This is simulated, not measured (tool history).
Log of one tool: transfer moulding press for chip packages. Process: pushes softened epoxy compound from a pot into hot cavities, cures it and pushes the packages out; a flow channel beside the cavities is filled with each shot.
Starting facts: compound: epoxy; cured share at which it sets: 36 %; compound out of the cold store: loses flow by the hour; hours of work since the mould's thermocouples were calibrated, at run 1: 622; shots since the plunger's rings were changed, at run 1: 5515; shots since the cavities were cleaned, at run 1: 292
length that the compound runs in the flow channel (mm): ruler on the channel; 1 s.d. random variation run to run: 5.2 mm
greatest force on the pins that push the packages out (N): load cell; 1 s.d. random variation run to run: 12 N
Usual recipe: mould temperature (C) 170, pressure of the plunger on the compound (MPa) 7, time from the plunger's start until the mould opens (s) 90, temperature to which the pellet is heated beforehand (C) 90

run,hour,mould temperature (C),pressure of the plunger on the compound (MPa),time from the plunger's start until the mould opens (s),temperature to which the pellet is heated beforehand (C),hours of work since the mould's thermocouples were calibrated,shots since the plunger's rings were changed,shots since the cavities were cleaned,incoming compound's hours out of the cold store,length that the compound runs in the flow channel (mm),greatest force on the pins that push the packages out (N)
1,0,170,7,90,90,622,5515,292,23.5,627,992
# hour 43.7: mould's thermocouples calibrated
2,48,170,7,90,90,3,6041,818,43.6,579,1125
# hour 56.6: cavities cleaned with cleaning compound and waxed
3,107.3,170,7,90,90,38,6704,581,10.1,636,1541
# hour 137.7: plunger's sealing rings changed
# hour 139.2: cavities cleaned with cleaning compound and waxed
4,165.9,170,7,90,90,72,305,305,35,646,912
# hour 220.9: cavities cleaned with cleaning compound and waxed
5,243.1,170,7,90,90,118,1172,254,41.1,626,894
6,277.7,170,7,90,84,139,1568,650,17.5,667,1163
# hour 303.1: cavities cleaned with cleaning compound and waxed
7,317.6,170,7,90,90,163,2008,166,13.4,677,857
# hour 381.8: cavities cleaned with cleaning compound and waxed
8,384.2,170,7,90,90,203,2753,28,35,626,664
9,451.3,170,7,90,90,244,3521,796,10,680,1265
# hour 464.9: cavities cleaned with cleaning compound and waxed
# hour 497.3: cavities cleaned with cleaning compound and waxed, once more
10,503.9,170,7,90,90,274,4089,76,44.2,599,700
11,571.3,170,7,90,90,315,4861,848,19.4,634,1274
# hour 578.8: cavities cleaned with cleaning compound and waxed
# hour 659.2: cavities cleaned with cleaning compound and waxed
12,659.2,170,7,90,90,368,5833,0,47.3,570,627
13,718.6,169,7,90,90,404,6513,680,15.3,627,1302
# hour 737: cavities cleaned with cleaning compound and waxed
# hour 770.1: plunger's sealing rings changed
14,789,169,7,114,90,445,216,566,12.3,692,912
# hour 822.8: cavities cleaned with cleaning compound and waxed
15,864.7,169,7,114,90,490,1066,480,10.4,698,871
# hour 903.6: cavities cleaned with cleaning compound and waxed
16,906.4,169,7,114,90,515,1526,32,36.3,635,538
17,969.2,169,7,114,90,553,2245,751,43.1,605,943
# hour 987.3: cavities cleaned with cleaning compound and waxed
18,1006.4,176,5.69,81,90,575,2654,219,36.7,533,759
# hour 1065.5: cavities cleaned with cleaning compound and waxed
19,1079.9,174,5.45,73,82,619,3479,166,25.8,561,1111
# hour 1127.3: mould's thermocouples calibrated
# hour 1146.7: cavities cleaned with cleaning compound and waxed
20,1155.1,167,5.57,73,99,16,4298,95,41,533,1291
# hour 1227.2: cavities cleaned with cleaning compound and waxed
21,1230.6,167,5.57,73,90,62,5146,39,47.7,513,1234
# hour 1309.6: cavities cleaned with cleaning compound and waxed
22,1314.4,167,6.65,73,84,112,6088,55,11.9,648,1506
23,1349.7,170,6.96,95,90,134,6492,459,24.1,607,925
# hour 1390.5: cavities cleaned with cleaning compound and waxed
24,1393.3,170,6.14,77,88,159,6974,32,10.8,600,1034
# hour 1400.1: plunger's sealing rings changed
# hour 1477: cavities cleaned with cleaning compound and waxed
25,1482.2,168,7,107,90,212,924,61,35.4,639,578
# hour 1557: cavities cleaned with cleaning compound and waxed
26,1559.1,163,6.74,71,97,258,1786,24,45.9,609,1571

4 ways to go on from here, each from the tool as it stands after run 26. What would each give?
A,1608.9,169,7,91,90,288,2357,595,41.2,?,?
B,1608.9,174,6.74,71,97,288,2357,595,11.3,?,?
C,1608.9,163,6.74,71,94,288,2357,595,47.9,?,?
D,1608.9,163,5.77,96,97,288,2357,595,10,?,?

run,length that the compound runs in the flow channel (mm),greatest force on the pins that push the packages out (N)
A,612,1152
B,645,1554
C,598,2926
D,630,1737
The same runs, with their run-to-run variation unchanged, on a tool lacking any hidden condition would have given:
run,length that the compound runs in the flow channel (mm),greatest force on the pins that push the packages out (N)
A,631,598
B,665,805
C,617,1525
D,650,890
